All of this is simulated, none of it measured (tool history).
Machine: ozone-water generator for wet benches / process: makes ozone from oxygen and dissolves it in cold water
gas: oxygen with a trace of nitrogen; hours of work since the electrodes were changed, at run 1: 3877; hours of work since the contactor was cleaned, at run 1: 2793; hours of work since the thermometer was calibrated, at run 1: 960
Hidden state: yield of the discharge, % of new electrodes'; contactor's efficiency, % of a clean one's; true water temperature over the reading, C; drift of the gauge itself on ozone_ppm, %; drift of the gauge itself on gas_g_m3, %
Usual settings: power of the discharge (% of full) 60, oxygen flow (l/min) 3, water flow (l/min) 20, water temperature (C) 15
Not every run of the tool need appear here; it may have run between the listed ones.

| run | hour | power of the discharge (% of full) | oxygen flow (l/min) | water flow (l/min) | water temperature (C) | hours of work since the electrodes were changed | hours of work since the contactor was cleaned | hours of work since the thermometer was calibrated | dissolved ozone (ppm) | ozone in the gas ahead of the water (g/m3) |
|---|---|---|---|---|---|---|---|---|---|---|
| 1 | 0 | 60 | 3 | 20 | 15 | 3877 | 2793 | 960 | 14.4 | 208.6 |
| 2 | 100.3 | 60 | 3 | 23 | 15 | 3976 | 2892 | 1059 | 12.2 | 208.9 |
| 3 | 151.1 | 60 | 3 | 23 | 15 | 4027 | 2942 | 1109 | 11.9 | 211 |
| 4 | 216.5 | 60 | 3 | 23 | 15 | 4091 | 3007 | 1174 | 12.1 | 210.3 |
| 5 | 291.9 | 60 | 3 | 23 | 15 | 4166 | 3082 | 1248 | 11.9 | 209.2 |
| 6 | 374.9 | 60 | 3 | 23 | 15 | 4248 | 3164 | 1330 | 12.2 | 208.7 |
|  | 383.3 | water thermometer calibrated |
| 7 | 427.8 | 60 | 3 | 23 | 15 | 4300 | 3216 | 44 | 11.9 | 207.4 |
| 8 | 525.3 | 85 | 2.05 | 28 | 15 | 4396 | 3312 | 140 | 10.2 | 301 |
| 9 | 585.6 | 84 | 3 | 19 | 15 | 4456 | 3371 | 200 | 17.2 | 244.2 |
| 10 | 684.7 | 60 | 3 | 27 | 15 | 4554 | 3469 | 298 | 9.9 | 208.8 |
| 11 | 785.2 | 60 | 3 | 15 | 15 | 4653 | 3569 | 397 | 19.1 | 205.3 |
| 12 | 834.7 | 92 | 3.78 | 25 | 11 | 4702 | 3618 | 446 | 14.2 | 221.7 |
|  | 902.4 | water thermometer calibrated, once more |
| 13 | 924.8 | 53 | 3 | 21 | 17 | 4790 | 3706 | 22 | 11.9 | 193.9 |
| 14 | 1006.6 | 58 | 3 | 21 | 7 | 4871 | 3787 | 103 | 13.8 | 205 |

Each row is a separate what-if for the run after 14, all from the same tool condition, not one after another. Results?
| A | 1078.9 | 49 | 3 | 16 | 14 | 4943 | 3858 | 174 | ? | ? |
| B | 1078.9 | 58 | 2.41 | 15 | 7 | 4943 | 3858 | 174 | ? | ? |
| C | 1078.9 | 88 | 3.99 | 22 | 15 | 4943 | 3858 | 174 | ? | ? |
| D | 1078.9 | 72 | 3 | 20 | 14 | 4943 | 3858 | 174 | ? | ? |
| E | 1078.9 | 62 | 3 | 21 | 7 | 4943 | 3858 | 174 | ? | ? |

| run | dissolved ozone (ppm) | ozone in the gas ahead of the water (g/m3) |
|---|---|---|
| A | 16.2 | 187.4 |
| B | 19.6 | 228.1 |
| C | 15.2 | 207.2 |
| D | 15.1 | 225.3 |
| E | 14.3 | 207.1 |
Without the tool's unlogged condition, the same runs would have read:
| run | dissolved ozone (ppm) | ozone in the gas ahead of the water (g/m3) |
|---|---|---|
| A | 18.7 | 206.1 |
| B | 22.8 | 253.3 |
| C | 18.3 | 235.5 |
| D | 17.9 | 253.1 |
| E | 16.9 | 230.9 |

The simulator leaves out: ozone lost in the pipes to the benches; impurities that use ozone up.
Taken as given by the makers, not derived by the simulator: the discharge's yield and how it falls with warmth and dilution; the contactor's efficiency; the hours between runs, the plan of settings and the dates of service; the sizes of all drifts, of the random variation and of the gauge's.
